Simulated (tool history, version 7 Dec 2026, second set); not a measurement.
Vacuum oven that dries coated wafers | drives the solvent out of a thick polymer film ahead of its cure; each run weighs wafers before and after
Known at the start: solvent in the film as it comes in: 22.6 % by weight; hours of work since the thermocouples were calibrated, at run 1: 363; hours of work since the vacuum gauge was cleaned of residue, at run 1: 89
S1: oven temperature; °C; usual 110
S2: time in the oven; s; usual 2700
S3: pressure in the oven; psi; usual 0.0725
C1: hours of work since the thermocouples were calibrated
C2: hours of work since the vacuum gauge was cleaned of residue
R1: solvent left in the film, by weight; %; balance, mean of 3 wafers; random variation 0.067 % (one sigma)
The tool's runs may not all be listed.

run	day	S1	S2	S3	C1	C2	R1
1	0	110	2700	0.0725	363	89	4.74
2	0.629	110	2700	0.0725	370	96	4.92
3	1.308	110	2700	0.0725	377	104	4.76
4	1.971	110	2700	0.0725	385	111	4.77
5	2.592	110	2700	0.0725	392	118	4.78
6	2.979	110	2700	0.0725	396	122	4.88
7	3.679	110	2700	0.0988	403	130	4.92
8	4.45	110	2700	0.0988	412	138	4.91
9	5.25	110	2700	0.0988	421	147	4.88
10	5.992	110	2700	0.1571	429	155	5.14
11	6.404	110	3720	0.0725	433	160	3.06
12	6.892	110	3720	0.0725	439	165	2.97
13	7.308	110	3720	0.0725	443	170	3.09
14	7.733	110	3720	0.0368	448	174	2.92
15	8.3	110	3720	0.0368	454	181	2.83
16	8.883	110	2700	0.1948	461	187	5.2
17	9.362	110	2700	0.1948	466	192	5.25
18	9.738	110	2700	0.1948	470	196	5.2
19	10.304	110	2700	0.0725	476	203	5.05
20	11.121	110	2700	0.0725	485	212	4.83
21	11.654	110	2700	0.0725	491	217	4.88
22	12.079	110	2700	0.1056	496	222	5.01
23	12.667	100	1800	0.0725	502	229	11.28
24	13.192	100	1800	0.0725	508	234	11.38
# day 13.35: oven's thermocouples calibrated
25	13.696	110	3240	0.121	4	239	4.22
26	14.475	123	3240	0.1909	12	248	1.11
# day 14.829: oven's thermocouples calibrated, once more
27	15.129	103	1680	0.0995	3	254	10.41
28	15.483	110	2700	0.116	7	258	4.6
29	15.871	115	3180	0.1298	11	262	2.23
30	16.717	99	1440	0.0725	21	271	12.71
31	17.225	99	1440	0.0725	26	277	12.44
32	17.683	99	1440	0.0725	31	282	12.67
33	18.425	96	1440	0.0412	40	290	13.37
34	18.817	124	2820	0.1104	44	294	0.93
35	19.646	105	2100	0.2289	53	304	8.72
36	20.129	109	2880	0.0386	58	309	4.48
37	20.479	100	2880	0.1838	62	313	8.64
38	21.262	100	2880	0.1838	71	321	8.66
39	21.896	104	2280	0.0529	78	328	8.02
40	22.338	110	1980	0.0902	83	333	6.58

3 ways to go on from here, each from the tool as it stands after run 40. What would each give?
A	23.017	124	3780	0.047	90	341	?
B	23.017	103	4860	0.0902	90	341	?
C	23.017	110	4440	0.0902	90	341	?

run	R1
A	0.31
B	3.72
C	2.07
Without the tool's hidden state the same runs would have given:
run	R1
A	0.27
B	3.58
C	1.97
